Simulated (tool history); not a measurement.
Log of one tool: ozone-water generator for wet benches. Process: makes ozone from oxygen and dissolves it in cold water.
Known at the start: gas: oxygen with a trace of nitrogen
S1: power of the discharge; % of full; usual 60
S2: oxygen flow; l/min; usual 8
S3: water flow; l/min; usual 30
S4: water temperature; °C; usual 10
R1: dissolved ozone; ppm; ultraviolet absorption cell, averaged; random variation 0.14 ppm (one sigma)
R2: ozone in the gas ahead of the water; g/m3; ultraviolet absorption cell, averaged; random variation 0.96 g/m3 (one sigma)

run,hour,S1,S2,S3,S4,R1,R2
1,0,60,8,30,10,16.8,163.6
2,40.5,60,8,30,10,16.6,162.6
3,79.7,60,8,30,10,16.9,163.2
4,113.5,60,8,30,10,16.4,163.7
5,144.1,60,8,30,10,16.6,162.2
6,183.9,60,8,30,10,16.6,163
7,236.6,60,8,30,10,16.4,162.9
8,275.9,60,8,30,10,16.8,162.2
9,320.4,60,8,30,10,16.4,161.6
10,367.4,60,8,30,10,16.6,163.1
11,403.6,60,8,30,10,16.5,161.4
12,432,60,10.28,30,10,16.5,141.4
13,461.9,60,10.28,30,10,16.5,140.4
14,483.8,60,10.28,30,10,16.4,141.8
15,507.9,60,5.07,30,10,15.6,206.4
16,531,44,5.07,30,10,12.9,172.1
17,574.2,70,9.39,31,13,17,161.6
18,620.6,70,9.39,31,13,16.9,164
19,665.5,68,8,30,17,16.1,173.5
20,692.9,68,4.47,30,17,15.2,240.4
21,722.7,60,13.86,45,13,11.1,118.6
22,744.3,60,12.57,46,13,10.7,126.5
23,778.6,60,7.58,30,14,15.2,165.8
24,825.5,60,8,32,12,15,163
25,848.6,86,12.91,21,16,23.3,152
26,880.5,86,12.91,21,16,23,151.8
27,915,44,8.46,25,6,16.8,128.3
28,944.6,44,11.16,38,18,9.7,110.1
29,987.2,60,6.34,30,10,15.9,183.2
30,1024.2,60,6.09,45,10,10.2,185.6
31,1068.3,60,6.09,45,10,10.5,186.5
32,1090.8,60,6.09,45,10,10.3,185.3

The same runs without the tool's hidden state, with the same run-to-run variation:
The hidden state here: yield of the discharge, % of new electrodes'; contactor's efficiency, % of a clean one's; true water temperature over the reading, C; drift of the gauge itself on ozone_ppm, %; drift of the gauge itself on gas_g_m3, %.
run,R1,R2
1,17.2,165.2
2,17.1,164.4
3,17.4,165.1
4,16.9,165.7
5,17.1,164.3
6,17.1,165.2
7,16.9,165.4
8,17.3,164.8
9,17,164.3
10,17.2,166
11,17.2,164.3
12,17.1,144.1
13,17.2,143.2
14,17.1,144.6
15,16.3,210.6
16,13.4,175
17,17.8,165.6
18,17.7,168.1
19,16.9,178
20,16,246.8
21,11.7,121.6
22,11.3,129.7
23,16,170.1
24,15.7,167.5
25,24.7,157.3
26,24.4,157.2
27,17.7,131.3
28,10.2,112.7
29,16.8,188.8
30,10.8,191.5
31,11.2,192.5
32,11,191.4
